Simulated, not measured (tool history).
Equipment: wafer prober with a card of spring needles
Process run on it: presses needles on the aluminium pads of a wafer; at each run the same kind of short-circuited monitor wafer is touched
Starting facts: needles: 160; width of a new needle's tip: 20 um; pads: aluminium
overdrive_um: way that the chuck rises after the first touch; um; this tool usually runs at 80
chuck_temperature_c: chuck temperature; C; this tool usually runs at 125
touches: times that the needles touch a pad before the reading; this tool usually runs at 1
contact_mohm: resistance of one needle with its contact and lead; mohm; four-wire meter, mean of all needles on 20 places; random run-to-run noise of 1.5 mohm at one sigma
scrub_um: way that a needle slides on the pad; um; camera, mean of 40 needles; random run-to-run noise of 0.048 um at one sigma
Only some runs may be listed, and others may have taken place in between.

run	hour	overdrive_um	chuck_temperature_c	touches	contact_mohm	scrub_um
1	0	80	125	1	138	22.31
# hour 12.2: tips cleaned on abrasive film
2	20.2	80	125	1	155	22.16
# hour 25.3: tips cleaned on abrasive film
3	31	80	125	1	150	22.12
# hour 38.6: tips cleaned on abrasive film
4	45.6	80	125	1	154	22.16
# hour 51.1: tips cleaned on abrasive film
# hour 64.7: tips cleaned on abrasive film
5	65.7	80	125	1	138	22.06
# hour 77.3: tips cleaned on abrasive film
6	77.3	80	125	1	134	22.03
# hour 89.5: tips cleaned on abrasive film
7	89.5	72	32	2	124	19.78
# hour 102.7: tips cleaned on abrasive film
8	112.5	72	32	2	141	19.82
# hour 114.7: height of the first contact set anew
# hour 116.6: tips cleaned on abrasive film
# hour 129.3: tips cleaned on abrasive film
9	134.1	96	62	1	134	26.33
# hour 142: tips cleaned on abrasive film
10	144.9	98	91	2	131	26.86
# hour 154.6: tips cleaned on abrasive film
11	160.1	71	65	2	140	19.38

Same runs, no hidden state in the tool, same run-to-run variation:
Hidden conditions of the tool in this case: debris on the tips, nm; way that the needles fall short of the set height, um; tips' diameter, um; drift of the gauge itself on contact_mohm, %; drift of the gauge itself on scrub_um, %.
run	contact_mohm	scrub_um
1	131	22.33
2	133	22.21
3	132	22.2
4	133	22.27
5	132	22.23
6	131	22.22
7	121	19.99
8	120	20.06
9	121	26.71
10	125	27.27
11	124	19.81

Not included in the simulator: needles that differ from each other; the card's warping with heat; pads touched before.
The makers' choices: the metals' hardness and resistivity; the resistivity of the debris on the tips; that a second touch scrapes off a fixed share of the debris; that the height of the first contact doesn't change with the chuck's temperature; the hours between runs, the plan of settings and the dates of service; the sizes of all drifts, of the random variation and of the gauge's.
